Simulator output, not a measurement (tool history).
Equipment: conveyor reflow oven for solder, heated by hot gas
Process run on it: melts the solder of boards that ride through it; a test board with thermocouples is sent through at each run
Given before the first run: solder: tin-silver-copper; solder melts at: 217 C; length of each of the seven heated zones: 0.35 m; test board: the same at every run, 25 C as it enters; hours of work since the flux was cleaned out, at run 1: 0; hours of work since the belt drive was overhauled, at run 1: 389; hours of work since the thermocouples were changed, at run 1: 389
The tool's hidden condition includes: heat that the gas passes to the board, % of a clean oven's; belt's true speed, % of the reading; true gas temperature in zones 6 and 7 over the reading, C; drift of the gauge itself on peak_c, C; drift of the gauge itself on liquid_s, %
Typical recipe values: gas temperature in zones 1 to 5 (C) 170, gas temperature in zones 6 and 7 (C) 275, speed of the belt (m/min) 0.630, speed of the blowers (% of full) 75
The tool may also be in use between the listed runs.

run,day,gas temperature in zones 1 to 5 (C),gas temperature in zones 6 and 7 (C),speed of the belt (m/min),speed of the blowers (% of full),hours of work since the flux was cleaned out,hours of work since the belt drive was overhauled,hours of work since the thermocouples were changed,highest temperature of the board (C),time above the solder's melting point (s)
1,0.000,170,275,0.630,75,0,389,389,259.3,53.1
2,1.025,170,275,0.630,75,13,403,403,259.7,53.4
3,1.996,170,271,0.630,75,26,415,415,256.0,51.5
4,2.558,170,275,0.630,71,33,422,422,258.7,52.2
5,3.454,170,275,0.630,75,44,434,434,259.2,53.0
6,4.129,170,275,0.630,75,53,442,442,259.9,53.2
7,4.804,170,275,0.630,75,62,451,451,260.1,52.9
8,5.271,170,275,0.630,86,68,457,457,262.1,54.9
9,6.171,170,275,0.630,86,79,469,469,262.7,55.0
10,6.675,170,275,0.630,50,86,475,475,249.9,45.2
11,7.229,170,275,0.630,50,93,482,482,249.9,45.3
12,7.983,155,267,0.630,75,103,492,492,250.0,43.5
13,8.746,181,284,0.643,63,112,502,502,264.7,57.1
14,9.788,159,284,0.643,82,126,515,515,267.5,53.1
15,10.367,159,284,0.643,82,133,523,523,267.1,52.9
16,10.975,159,280,0.546,82,141,530,530,268.5,63.9
17,11.975,159,280,0.546,82,154,543,543,268.4,64.0
18,12.812,159,280,0.546,82,165,554,554,269.2,64.1

Predict each of these 3 candidate next runs independently; none follows another, all start after run 18:
A,13.696,159,264,0.546,76,176,565,565,?,?
B,13.696,159,280,0.723,59,176,565,565,?,?
C,13.696,179,275,0.585,88,176,565,565,?,?

run,highest temperature of the board (C),time above the solder's melting point (s)
A,252.4,55.2
B,250.0,36.5
C,265.4,63.6
Had the tool no hidden state, the same runs would have come out as:
run,highest temperature of the board (C),time above the solder's melting point (s)
A,252.3,55.2
B,250.0,36.5
C,265.4,63.6

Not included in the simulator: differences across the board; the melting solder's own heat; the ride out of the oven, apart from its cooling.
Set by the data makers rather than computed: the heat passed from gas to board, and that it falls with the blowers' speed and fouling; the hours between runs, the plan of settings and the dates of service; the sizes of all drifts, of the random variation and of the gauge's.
